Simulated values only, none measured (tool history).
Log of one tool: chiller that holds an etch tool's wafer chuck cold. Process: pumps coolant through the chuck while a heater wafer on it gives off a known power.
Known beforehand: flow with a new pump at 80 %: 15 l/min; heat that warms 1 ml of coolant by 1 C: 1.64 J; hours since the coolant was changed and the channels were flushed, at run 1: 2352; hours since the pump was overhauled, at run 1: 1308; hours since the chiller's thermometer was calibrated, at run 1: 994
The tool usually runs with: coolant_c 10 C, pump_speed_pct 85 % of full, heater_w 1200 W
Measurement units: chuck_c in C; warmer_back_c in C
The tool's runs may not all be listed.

| run | hour | coolant_c | pump_speed_pct | heater_w | hours since the coolant was changed and the channels were flushed | hours since the pump was overhauled | hours since the chiller's thermometer was calibrated | chuck_c | warmer_back_c |
|---|---|---|---|---|---|---|---|---|---|
| 1 | 0.0 | 10 | 85 | 1200 | 2352 | 1308 | 994 | 18.3 | 2.83 |
| 2 | 92.5 | 10 | 85 | 1200 | 2444 | 1400 | 1087 | 18.3 | 2.83 |
| 3 | 231.3 | 10 | 85 | 1200 | 2583 | 1539 | 1226 | 18.5 | 2.80 |
| 4 | 398.4 | 10 | 85 | 1200 | 2750 | 1706 | 1393 | 18.4 | 2.88 |
| 5 | 547.9 | 10 | 85 | 1200 | 2899 | 1855 | 1542 | 18.3 | 2.86 |
| 6 | 712.4 | 10 | 85 | 1200 | 3064 | 2020 | 1707 | 18.5 | 2.90 |
| 7 | 889.4 | 10 | 85 | 1200 | 3241 | 2197 | 1884 | 18.5 | 2.92 |
| 8 | 991.3 | 10 | 85 | 1200 | 3343 | 2299 | 1986 | 18.5 | 2.93 |
| 9 | 1153.3 | 10 | 65 | 1200 | 3505 | 2461 | 2148 | 20.6 | 3.86 |
|  | 1166.5 | chiller's thermometer calibrated |
| 10 | 1318.9 | 7 | 74 | 1147 | 3669 | 2625 | 152 | 16.3 | 3.22 |
| 11 | 1436.2 | 5 | 80 | 1113 | 3787 | 2743 | 270 | 13.2 | 2.95 |
|  | 1524.7 | chiller's thermometer calibrated, once more |
| 12 | 1524.7 | 5 | 83 | 1662 | 3874 | 2830 | 0 | 17.7 | 4.18 |
| 13 | 1673.0 | 5 | 83 | 1662 | 4023 | 2979 | 148 | 17.9 | 4.31 |

Consider 4 possible next runs. They are alternatives, not a sequence: every one starts from the tool as it was left by run 13. What does each give?
| A | 1801.1 | 5 | 94 | 1662 | 4151 | 3107 | 276 | ? | ? |
| B | 1801.1 | 14 | 88 | 1200 | 4151 | 3107 | 276 | ? | ? |
| C | 1801.1 | 5 | 90 | 1719 | 4151 | 3107 | 276 | ? | ? |
| D | 1801.1 | 10 | 93 | 1200 | 4151 | 3107 | 276 | ? | ? |

| run | chuck_c | warmer_back_c |
|---|---|---|
| A | 16.8 | 3.78 |
| B | 22.9 | 2.92 |
| C | 17.6 | 4.05 |
| D | 18.6 | 2.72 |
What these runs would have given with no unlogged condition in the tool:
| run | chuck_c | warmer_back_c |
|---|---|---|
| A | 15.2 | 3.47 |
| B | 21.7 | 2.69 |
| C | 15.9 | 3.72 |
| D | 17.5 | 2.49 |
